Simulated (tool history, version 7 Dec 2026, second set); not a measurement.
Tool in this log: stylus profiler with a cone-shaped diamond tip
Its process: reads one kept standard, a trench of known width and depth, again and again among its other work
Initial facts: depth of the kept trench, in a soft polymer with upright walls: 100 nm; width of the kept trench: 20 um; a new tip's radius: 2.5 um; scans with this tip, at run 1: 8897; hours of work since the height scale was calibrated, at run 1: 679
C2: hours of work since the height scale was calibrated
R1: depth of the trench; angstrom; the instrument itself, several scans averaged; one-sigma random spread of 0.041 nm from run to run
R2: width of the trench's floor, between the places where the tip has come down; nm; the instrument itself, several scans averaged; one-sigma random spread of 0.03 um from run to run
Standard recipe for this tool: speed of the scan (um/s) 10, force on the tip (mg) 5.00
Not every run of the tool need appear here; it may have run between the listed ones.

Run 1, day 0.000: usual settings; scans with this tip 8897; C2 679. Result: R1 1012.2 angstrom, R2 18050 nm.
Run 2, day 0.679: usual settings; scans with this tip 9048; C2 690. Result: R1 1014.3 angstrom, R2 18020 nm.
Run 3, day 1.167: usual settings; scans with this tip 9157; C2 699. Result: R1 1014.0 angstrom, R2 18050 nm.
Run 4, day 1.492: usual settings; scans with this tip 9228; C2 704. Result: R1 1013.3 angstrom, R2 18080 nm.
Run 5, day 1.829: usual settings; scans with this tip 9304; C2 710. Result: R1 1014.0 angstrom, R2 18010 nm.
At day 1.917: height scale calibrated on a step standard.
Run 6, day 2.221: usual settings; scans with this tip 9386; C2 5. Result: R1 1015.5 angstrom, R2 18040 nm.
Run 7, day 2.633: usual settings; scans with this tip 9478; C2 12. Result: R1 1014.6 angstrom, R2 18060 nm.
Run 8, day 3.112: usual settings but speed of the scan (um/s) 5, force on the tip (mg) 7.74; scans with this tip 9584; C2 20. Result: R1 1019.5 angstrom, R2 18040 nm.
Run 9, day 3.854: usual settings but speed of the scan (um/s) 7, force on the tip (mg) 3.24; scans with this tip 9750; C2 33. Result: R1 1012.5 angstrom, R2 18060 nm.
Run 10, day 4.308: usual settings but speed of the scan (um/s) 5, force on the tip (mg) 6.64; scans with this tip 9850; C2 41. Result: R1 1018.2 angstrom, R2 18070 nm.
Run 11, day 4.642: usual settings but speed of the scan (um/s) 5, force on the tip (mg) 6.64; scans with this tip 9925; C2 46. Result: R1 1017.5 angstrom, R2 18060 nm.
Run 12, day 5.225: usual settings but speed of the scan (um/s) 6, force on the tip (mg) 10.05; scans with this tip 10054; C2 56. Result: R1 1022.1 angstrom, R2 18060 nm.
Run 13, day 5.733: usual settings but speed of the scan (um/s) 18, force on the tip (mg) 3.16; scans with this tip 10168; C2 65. Result: R1 1012.5 angstrom, R2 17970 nm.
At day 6.025: height scale calibrated on a step standard, once more.
Run 14, day 6.171: usual settings but speed of the scan (um/s) 11, force on the tip (mg) 4.11; scans with this tip 10260; C2 2. Result: R1 1010.4 angstrom, R2 17950 nm.

Branching from run 14: 4 alternative next runs. What would each branch give?
Run A, day 6.708: usual settings but speed of the scan (um/s) 3, force on the tip (mg) 4.11; scans with this tip 10380; C2 12. Result: R1 ?, R2 ?.
Run B, day 6.708: usual settings but speed of the scan (um/s) 7, force on the tip (mg) 4.11; scans with this tip 10380; C2 12. Result: R1 ?, R2 ?.
Run C, day 6.708: usual settings but speed of the scan (um/s) 7, force on the tip (mg) 14.16; scans with this tip 10380; C2 12. Result: R1 ?, R2 ?.
Run D, day 6.708: usual settings but speed of the scan (um/s) 3, force on the tip (mg) 7.58; scans with this tip 10380; C2 12. Result: R1 ?, R2 ?.

run      R1     R2
  A  1010.1  17980
  B  1009.9  17980
  C  1023.2  18040
  D  1015.3  18020
Stripped of hidden state, with their random variation kept, the same runs would have yielded:
run      R1     R2
  A  1010.1  18540
  B  1009.9  18540
  C  1023.2  18600
  D  1015.3  18580

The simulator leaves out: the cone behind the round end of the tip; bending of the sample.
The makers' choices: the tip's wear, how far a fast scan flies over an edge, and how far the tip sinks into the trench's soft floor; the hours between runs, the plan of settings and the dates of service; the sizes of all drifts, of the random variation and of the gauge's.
